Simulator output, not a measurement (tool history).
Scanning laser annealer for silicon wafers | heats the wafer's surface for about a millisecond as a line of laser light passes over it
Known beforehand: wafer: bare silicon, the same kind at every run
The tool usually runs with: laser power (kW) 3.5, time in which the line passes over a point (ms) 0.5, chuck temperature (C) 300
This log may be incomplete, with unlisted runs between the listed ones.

| run | hour | laser power (kW) | time in which the line passes over a point (ms) | chuck temperature (C) | highest temperature of the surface (C) |
|---|---|---|---|---|---|
| 1 | 0 | 3.5 | 0.5 | 300 | 1047 |
| 2 | 29.1 | 3.046 | 0.5 | 300 | 946 |
| 3 | 73.5 | 3.046 | 0.5 | 300 | 948 |
| 4 | 117.9 | 3.046 | 0.5 | 300 | 944 |
| 5 | 156.6 | 3.046 | 0.5 | 300 | 940 |
| 6 | 201.5 | 3.046 | 0.5 | 300 | 941 |
| 7 | 230.8 | 3.5 | 0.5 | 300 | 1036 |
| 8 | 271.3 | 3.5 | 0.5 | 300 | 1031 |
| 9 | 304.2 | 3.729 | 0.5 | 300 | 1082 |
| 10 | 327.4 | 3.5 | 0.5 | 288 | 1020 |
| 11 | 375.2 | 3.5 | 0.5 | 288 | 1016 |
| 12 | 410.9 | 3.5 | 0.5 | 288 | 1011 |
| 13 | 435.6 | 3.5 | 0.5 | 288 | 1015 |
| 14 | 471.9 | 3.412 | 0.5 | 310 | 1015 |
| 15 | 528 | 3.5 | 0.5 | 315 | 1036 |
| 16 | 568.2 | 3.352 | 0.5 | 315 | 1032 |
| 17 | 606.3 | 3.352 | 0.368 | 290 | 889 |
| 18 | 645.7 | 3.352 | 0.368 | 290 | 888 |
| 19 | 675.6 | 3.352 | 0.368 | 290 | 886 |
| 20 | 706.2 | 3.456 | 0.396 | 300 | 942 |
| 21 | 759.2 | 3.294 | 0.506 | 320 | 1020 |
| 22 | 790.4 | 3.294 | 0.506 | 320 | 1017 |
| 23 | 814.5 | 3.179 | 0.522 | 274 | 959 |
| 24 | 837.7 | 3.179 | 0.522 | 274 | 955 |
| 25 | 888 | 3.638 | 0.501 | 300 | 1063 |

Missing from the log above: 1 entry noted between runs. For each, name the pair of listed runs it sits between and say how the tool's hidden condition differs from the listed run just before to the listed run just after:
Run 15 -> run 16: window over the wafer cleaned (hour 550.7)
  light that passes the window, % of a clean one's: 96.26 -> 99.74; laser's true power over the reading, %: -0.52 -> -0.53; width of the line over the set one, %: 3.35 -> 3.4
  difference, measured minus the result without the unlogged condition, highest temperature of the surface (C): -44 -> -18

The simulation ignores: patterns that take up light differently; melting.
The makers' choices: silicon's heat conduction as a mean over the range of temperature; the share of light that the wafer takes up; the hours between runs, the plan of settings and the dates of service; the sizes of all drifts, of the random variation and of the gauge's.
